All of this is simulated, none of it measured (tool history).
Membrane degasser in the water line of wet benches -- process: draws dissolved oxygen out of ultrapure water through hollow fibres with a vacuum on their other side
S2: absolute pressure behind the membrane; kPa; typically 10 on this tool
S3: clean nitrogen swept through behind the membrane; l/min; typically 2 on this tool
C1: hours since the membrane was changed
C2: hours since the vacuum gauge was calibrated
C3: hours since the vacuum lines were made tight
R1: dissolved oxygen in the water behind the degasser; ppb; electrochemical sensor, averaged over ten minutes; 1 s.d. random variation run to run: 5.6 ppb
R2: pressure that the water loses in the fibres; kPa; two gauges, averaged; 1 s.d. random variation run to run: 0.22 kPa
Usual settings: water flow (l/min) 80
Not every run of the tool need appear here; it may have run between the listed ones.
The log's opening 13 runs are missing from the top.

run 14 hour=576.2 | water_flow_(l/min)=80 S2=6.5 S3=2 | C1=2569 C2=3230 C3=2646 | R1=321.5 R2=54.98
-- hour=581.5 vacuum gauge calibrated
run 15 hour=622.7 | water_flow_(l/min)=80 S2=6.5 S3=2 | C1=2615 C2=41 C3=2692 | R1=327 R2=55.76
run 16 hour=666.2 | water_flow_(l/min)=104 S2=6.5 S3=2 | C1=2658 C2=85 C3=2736 | R1=425.6 R2=72.37
run 17 hour=711.4 | water_flow_(l/min)=49 S2=10 S3=3.17 | C1=2703 C2=130 C3=2781 | R1=260.2 R2=33.93
run 18 hour=743.7 | water_flow_(l/min)=49 S2=10 S3=3.17 | C1=2736 C2=162 C3=2813 | R1=263.2 R2=34.01
run 19 hour=788.9 | water_flow_(l/min)=48 S2=13.6 S3=1.66 | C1=2781 C2=207 C3=2858 | R1=636.9 R2=33.36
-- hour=822.3 vacuum gauge calibrated, once more
run 20 hour=822.9 | water_flow_(l/min)=96 S2=13.4 S3=1.55 | C1=2814 C2=1 C3=2892 | R1=1089 R2=66.69
run 21 hour=854.7 | water_flow_(l/min)=96 S2=13.4 S3=1.55 | C1=2846 C2=32 C3=2924 | R1=1103.9 R2=66.87
run 22 hour=911.4 | water_flow_(l/min)=96 S2=13.4 S3=1.55 | C1=2903 C2=89 C3=2980 | R1=1114.6 R2=66.72
run 23 hour=963.6 | water_flow_(l/min)=96 S2=13.4 S3=1.55 | C1=2955 C2=141 C3=3033 | R1=1079.5 R2=66.7
run 24 hour=1005.8 | water_flow_(l/min)=53 S2=14.1 S3=1.72 | C1=2997 C2=184 C3=3075 | R1=687.3 R2=36.49
run 25 hour=1065.9 | water_flow_(l/min)=73 S2=10.9 S3=5.7 | C1=3057 C2=244 C3=3135 | R1=269.3 R2=50.81
run 26 hour=1121.7 | water_flow_(l/min)=61 S2=10 S3=3.37 | C1=3113 C2=299 C3=3191 | R1=302.2 R2=42.42
run 27 hour=1175.2 | water_flow_(l/min)=61 S2=10 S3=3.37 | C1=3167 C2=353 C3=3244 | R1=303 R2=41.98
run 28 hour=1217.9 | water_flow_(l/min)=60 S2=10 S3=2 | C1=3209 C2=396 C3=3287 | R1=447.5 R2=41.68
run 29 hour=1247.5 | water_flow_(l/min)=60 S2=10 S3=2 | C1=3239 C2=425 C3=3316 | R1=446.7 R2=41.79
run 30 hour=1274 | water_flow_(l/min)=80 S2=9.1 S3=5.51 | C1=3265 C2=452 C3=3343 | R1=244.2 R2=55.19
run 31 hour=1331.5 | water_flow_(l/min)=76 S2=9.1 S3=1.04 | C1=3323 C2=509 C3=3401 | R1=734.7 R2=52.86
run 32 hour=1361.5 | water_flow_(l/min)=76 S2=13.8 S3=1.04 | C1=3353 C2=539 C3=3431 | R1=1224 R2=52.75

Branching from run 32: 4 alternative next runs. What would each branch give?
run A hour=1398.2 | water_flow_(l/min)=89 S2=20.6 S3=0.96 | C1=3390 C2=576 C3=3467 | R1=? R2=?
run B hour=1398.2 | water_flow_(l/min)=77 S2=10 S3=3.94 | C1=3390 C2=576 C3=3467 | R1=? R2=?
run C hour=1398.2 | water_flow_(l/min)=80 S2=12.3 S3=0.95 | C1=3390 C2=576 C3=3467 | R1=? R2=?
run D hour=1398.2 | water_flow_(l/min)=76 S2=8.2 S3=3.63 | C1=3390 C2=576 C3=3467 | R1=? R2=?

run=A R1=2158.4 R2=62.08
run=B R1=334.8 R2=53.07
run=C R1=1176.4 R2=55.35
run=D R1=275.1 R2=52.77
Without the tool's hidden state the same runs would have given:
run=A R1=2153.7 R2=60.92
run=B R1=329.3 R2=52.07
run=C R1=1170.7 R2=54.3
run=D R1=269.6 R2=51.78
